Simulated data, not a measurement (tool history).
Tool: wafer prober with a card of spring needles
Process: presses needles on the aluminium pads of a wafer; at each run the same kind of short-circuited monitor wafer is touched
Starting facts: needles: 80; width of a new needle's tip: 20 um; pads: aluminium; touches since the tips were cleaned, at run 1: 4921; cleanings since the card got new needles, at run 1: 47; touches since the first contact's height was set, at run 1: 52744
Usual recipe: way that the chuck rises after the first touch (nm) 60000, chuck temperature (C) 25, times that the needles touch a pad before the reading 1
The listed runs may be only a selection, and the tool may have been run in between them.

run     day  way that the chuck rises after the first touch (nm)  chuck temperature (C)  times that the needles touch a pad before the reading  touches since the tips were cleaned  cleanings since the card got new needles  touches since the first contact's height was set  resistance of one needle with its contact and lead (mohm)  way that a needle slides on the pad (nm)
  1       0                                                60000                     25                                                      1                                 4921                                        47                                             52744                                                        670                                      7320
      0.404  -- tips cleaned on abrasive film
  2   1.246                                                60000                     25                                                      1                                 7797                                        48                                             64257                                                        740                                      7350
      1.358  -- tips cleaned on abrasive film
      1.808  -- height of the first contact set anew
  3   1.908                                                60000                     25                                                      1                                 5002                                        49                                               951                                                        695                                      7400
      2.367  -- tips cleaned on abrasive film
  4   3.183                                                60000                     25                                                      1                                 7584                                        50                                             12716                                                        723                                      7400
      3.275  -- tips cleaned on abrasive film
      4.217  -- tips cleaned on abrasive film
  5     4.4                                                60000                    115                                                      1                                 1683                                        52                                             23936                                                        509                                      7400
      5.167  -- tips cleaned on abrasive film
  6   5.371                                                60000                    115                                                      1                                 1917                                        53                                             32916                                                        546                                      7380
      6.104  -- tips cleaned on abrasive film
  7   6.496                                                60000                    115                                                      1                                 3627                                        54                                             43292                                                        650                                      7380
      7.038  -- tips cleaned on abrasive film
  8   7.038                                                60000                    115                                                      1                                    0                                        55                                             48303                                                        365                                      7340
  9   7.875                                                60000                    115                                                      1                                 7736                                        55                                             56039                                                        724                                      7350
      7.992  -- tips cleaned on abrasive film
      8.917  -- tips cleaned on abrasive film
 10   9.138                                                60000                    115                                                      1                                 2063                                        57                                             67707                                                        577                                      7330
      9.288  -- height of the first contact set anew
      9.871  -- tips cleaned on abrasive film
 11   9.912                                                60000                    115                                                      1                                  385                                        58                                              5741                                                        402                                      7390
 12   10.55                                                60000                    115                                                      1                                 6295                                        58                                             11651                                                        711                                      7410
     10.842  -- tips cleaned on abrasive film
 13  11.458                                                60000                     25                                                      1                                 5701                                        59                                             20037                                                        726                                      7390
     11.771  -- tips cleaned on abrasive film
 14  12.288                                                41000                     30                                                      2                                 4801                                        60                                             27711                                                        821                                      5050
     12.675  -- tips cleaned on abrasive film
 15  12.846                                                56000                     35                                                      1                                 1555                                        61                                             32832                                                        572                                      6890
     13.629  -- tips cleaned on abrasive film
 16  14.083                                                41000                     30                                                      1                                 4209                                        62                                             44274                                                       1121                                      5010
     14.592  -- tips cleaned on abrasive film
 17  14.629                                                69000                     25                                                      2                                  368                                        63                                             49332                                                        322                                      8490
     15.504  -- tips cleaned on abrasive film
 18  15.929                                                47000                    114                                                      2                                 3948                                        64                                             61337                                                        670                                      5720
     16.429  -- tips cleaned on abrasive film
 19  16.575                                                60000                     77                                                      3                                 1347                                        65                                             67280                                                        386                                      7320
     16.762  -- height of the first contact set anew
     17.408  -- tips cleaned on abrasive film
 20  17.812                                                60000                     77                                                      3                                 3754                                        66                                              9697                                                        445                                      7400
     18.317  -- tips cleaned on abrasive film
 21  18.992                                                51000                     37                                                      2                                 6240                                        67                                             20594                                                        660                                      6280
     19.288  -- tips cleaned on abrasive film
 22  19.525                                                50000                     25                                                      1                                 2172                                        68                                             25503                                                        740                                      6120
     20.308  -- tips cleaned on abrasive film
 23  20.333                                                50000                     25                                                      1                                  235                                        69                                             32977                                                        417                                      6150
 24  20.954                                                50000                     25                                                      1                                 6002                                        69                                             38744                                                        933                                      6130
     21.212  -- tips cleaned on abrasive film
 25    22.1                                                50000                     25                                                      1                                 8227                                        70                                             49319                                                        973                                      6130
     22.188  -- tips cleaned on abrasive film
 26  22.871                                                47000                     25                                                      1                                 6341                                        71                                             56423                                                       1030                                      5720

Each row is a separate what-if for the run after 26, all from the same tool condition, not one after another. Results?
      23.15  -- tips cleaned on abrasive film
  A  23.829                                                75000                     25                                                      2                                 6313                                        72                                             65310                                                          ?                                         ?
      23.15  -- tips cleaned on abrasive film
  B  23.829                                                70000                     32                                                      2                                 6313                                        72                                             65310                                                          ?                                         ?
      23.15  -- tips cleaned on abrasive film
  C  23.829                                                60000                     57                                                      1                                 6313                                        72                                             65310                                                          ?                                         ?
      23.15  -- tips cleaned on abrasive film
  D  23.829                                                47000                     47                                                      1                                 6313                                        72                                             65310                                                          ?                                         ?

run  resistance of one needle with its contact and lead (mohm)  way that a needle slides on the pad (nm)
  A                                                        469                                      9200
  B                                                        494                                      8590
  C                                                        737                                      7370
  D                                                       1017                                      5720
The same runs, with their run-to-run variation unchanged, on a tool lacking any hidden condition would have given:
run  resistance of one needle with its contact and lead (mohm)  way that a needle slides on the pad (nm)
  A                                                        285                                      9280
  B                                                        288                                      8670
  C                                                        299                                      7450
  D                                                        305                                      5800

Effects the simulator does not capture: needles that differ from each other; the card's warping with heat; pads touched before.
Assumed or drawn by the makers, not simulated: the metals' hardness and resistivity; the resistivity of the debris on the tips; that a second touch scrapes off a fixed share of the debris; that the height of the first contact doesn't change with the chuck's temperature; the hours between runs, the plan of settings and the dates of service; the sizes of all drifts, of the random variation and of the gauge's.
